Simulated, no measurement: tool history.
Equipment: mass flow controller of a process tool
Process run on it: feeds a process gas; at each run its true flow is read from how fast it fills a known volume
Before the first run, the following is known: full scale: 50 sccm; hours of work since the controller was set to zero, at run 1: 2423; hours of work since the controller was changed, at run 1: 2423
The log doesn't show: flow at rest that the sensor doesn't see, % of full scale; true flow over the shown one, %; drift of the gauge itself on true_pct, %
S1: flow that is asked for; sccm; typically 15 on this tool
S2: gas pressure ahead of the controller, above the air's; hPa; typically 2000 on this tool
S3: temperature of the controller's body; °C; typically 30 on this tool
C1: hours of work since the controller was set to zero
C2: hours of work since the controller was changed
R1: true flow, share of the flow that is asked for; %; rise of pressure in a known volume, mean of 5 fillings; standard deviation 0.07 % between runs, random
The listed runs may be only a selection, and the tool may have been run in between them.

run	day	S1	S2	S3	C1	C2	R1
1	0.000	15	2000	30	2423	2423	97.96
2	4.429	15	2000	30	2503	2503	97.87
3	7.779	15	2000	30	2564	2564	97.79
4	13.117	9	2000	30	2661	2661	97.43
5	16.200	8	2000	30	2717	2717	97.41
6	21.400	8	2000	30	2811	2811	97.40
7	25.075	8	2000	30	2878	2878	97.36
8	31.804	15	2570	30	3000	3000	97.90
9	37.988	15	2570	30	3112	3112	97.82
10	44.771	15	2000	30	3236	3236	97.43
11	48.442	15	2000	30	3302	3302	97.28
12	51.704	15	2000	30	3361	3361	97.20
13	57.983	15	2000	30	3475	3475	97.28
14	62.150	15	1690	30	3551	3551	97.08
15	68.396	15	1690	30	3664	3664	96.94
16	75.246	15	2000	30	3789	3789	97.13
17	81.096	15	1720	30	3895	3895	96.90
18	85.858	15	2000	30	3981	3981	96.85
19	90.967	15	2000	30	4074	4074	96.84
20	96.012	15	2000	30	4165	4165	96.75
21	101.038	15	2000	30	4257	4257	96.73
22	105.238	15	2000	30	4333	4333	96.74
23	108.779	15	2160	29	4397	4397	96.84
24	114.542	26	2740	30	4502	4502	97.44
25	121.146	6	1670	25	4621	4621	96.03
26	128.221	42	2220	25	4750	4750	98.05
27	131.458	42	2220	25	4809	4809	97.91
28	138.546	42	2220	25	4937	4937	97.91
29	142.779	15	2000	27	5014	5014	96.35
30	147.475	31	1790	36	5099	5099	96.80
31	152.417	31	1790	36	5189	5189	96.67
32	156.421	31	1790	36	5262	5262	96.66
33	162.150	10	2530	36	5366	5366	95.85
34	168.088	10	2530	36	5473	5473	95.76
35	172.708	10	2530	21	5557	5557	96.02
36	176.358	34	1540	34	5623	5623	96.52
# day 178.433: gauge calibrated
37	181.600	15	2340	34	5719	5719	98.07

The next listed run, before its measurement:
38	187.217	15	2340	34	5820	5820	?

{"run 38": {"R1": 97.95}}
If the tool had no hidden condition, the same run with the same run-to-run variation would have returned R1 98.08 %.
